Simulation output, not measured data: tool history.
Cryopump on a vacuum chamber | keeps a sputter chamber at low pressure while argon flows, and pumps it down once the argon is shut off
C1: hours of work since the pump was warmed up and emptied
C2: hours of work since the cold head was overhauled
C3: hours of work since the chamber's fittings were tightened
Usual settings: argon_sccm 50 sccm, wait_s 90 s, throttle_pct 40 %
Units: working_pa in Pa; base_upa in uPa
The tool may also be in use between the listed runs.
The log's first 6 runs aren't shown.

{"run": 7, "day": 19.479, "argon_sccm": 46, "wait_s": 79, "throttle_pct": 40, "C1": 801, "C2": 4676, "C3": 123, "working_pa": 0.0962, "base_upa": 0.45}
{"day": 23.525, "done": "pump warmed up, emptied and cooled again"}
{"run": 8, "day": 24.892, "argon_sccm": 46, "wait_s": 79, "throttle_pct": 40, "C1": 28, "C2": 4783, "C3": 230, "working_pa": 0.0825, "base_upa": 0.42}
{"run": 9, "day": 28.579, "argon_sccm": 46, "wait_s": 79, "throttle_pct": 40, "C1": 104, "C2": 4858, "C3": 305, "working_pa": 0.0837, "base_upa": 0.45}
{"run": 10, "day": 33.4, "argon_sccm": 50, "wait_s": 90, "throttle_pct": 40, "C1": 202, "C2": 4957, "C3": 404, "working_pa": 0.0927, "base_upa": 0.42}
{"run": 11, "day": 38.262, "argon_sccm": 50, "wait_s": 90, "throttle_pct": 40, "C1": 302, "C2": 5056, "C3": 503, "working_pa": 0.0942, "base_upa": 0.43}
{"run": 12, "day": 42.333, "argon_sccm": 50, "wait_s": 90, "throttle_pct": 40, "C1": 385, "C2": 5140, "C3": 587, "working_pa": 0.0958, "base_upa": 0.49}
{"run": 13, "day": 46.858, "argon_sccm": 50, "wait_s": 90, "throttle_pct": 40, "C1": 478, "C2": 5232, "C3": 680, "working_pa": 0.0977, "base_upa": 0.54}
{"run": 14, "day": 49.608, "argon_sccm": 50, "wait_s": 90, "throttle_pct": 40, "C1": 534, "C2": 5289, "C3": 736, "working_pa": 0.0984, "base_upa": 0.52}
{"run": 15, "day": 54.767, "argon_sccm": 50, "wait_s": 90, "throttle_pct": 40, "C1": 640, "C2": 5394, "C3": 841, "working_pa": 0.1002, "base_upa": 0.59}
{"run": 16, "day": 58.738, "argon_sccm": 50, "wait_s": 90, "throttle_pct": 40, "C1": 721, "C2": 5476, "C3": 923, "working_pa": 0.1034, "base_upa": 0.58}
{"run": 17, "day": 62.029, "argon_sccm": 50, "wait_s": 90, "throttle_pct": 40, "C1": 788, "C2": 5543, "C3": 990, "working_pa": 0.1049, "base_upa": 0.62}
{"day": 66.642, "done": "pump warmed up, emptied and cooled again"}
{"run": 18, "day": 67.1, "argon_sccm": 50, "wait_s": 43, "throttle_pct": 33, "C1": 9, "C2": 5643, "C3": 1090, "working_pa": 0.1091, "base_upa": 0.75}
{"run": 19, "day": 71.079, "argon_sccm": 34, "wait_s": 223, "throttle_pct": 48, "C1": 91, "C2": 5724, "C3": 1171, "working_pa": 0.0519, "base_upa": 0.43}
{"run": 20, "day": 74.621, "argon_sccm": 34, "wait_s": 223, "throttle_pct": 48, "C1": 163, "C2": 5797, "C3": 1244, "working_pa": 0.0538, "base_upa": 0.45}
{"run": 21, "day": 78.258, "argon_sccm": 43, "wait_s": 223, "throttle_pct": 36, "C1": 238, "C2": 5871, "C3": 1318, "working_pa": 0.0878, "base_upa": 0.45}
{"run": 22, "day": 80.538, "argon_sccm": 43, "wait_s": 223, "throttle_pct": 36, "C1": 285, "C2": 5918, "C3": 1365, "working_pa": 0.0891, "base_upa": 0.48}
{"run": 23, "day": 85.521, "argon_sccm": 75, "wait_s": 120, "throttle_pct": 52, "C1": 387, "C2": 6020, "C3": 1467, "working_pa": 0.1144, "base_upa": 0.59}
{"run": 24, "day": 90.808, "argon_sccm": 69, "wait_s": 120, "throttle_pct": 42, "C1": 495, "C2": 6128, "C3": 1575, "working_pa": 0.1301, "base_upa": 0.62}
{"run": 25, "day": 93.671, "argon_sccm": 89, "wait_s": 51, "throttle_pct": 16, "C1": 553, "C2": 6187, "C3": 1634, "working_pa": 0.4083, "base_upa": 0.86}

Run 26 comes next. What will it give?
{"run": 26, "day": 96.262, "argon_sccm": 26, "wait_s": 90, "throttle_pct": 40, "C1": 607, "C2": 6240, "C3": 1687, "working_pa": "?", "base_upa": "?"}

Run 26 gave working_pa 0.0523 Pa, base_upa 0.73 uPa.
Without the tool's hidden state the same run would have given working_pa 0.0448 Pa, base_upa 0.33 uPa.
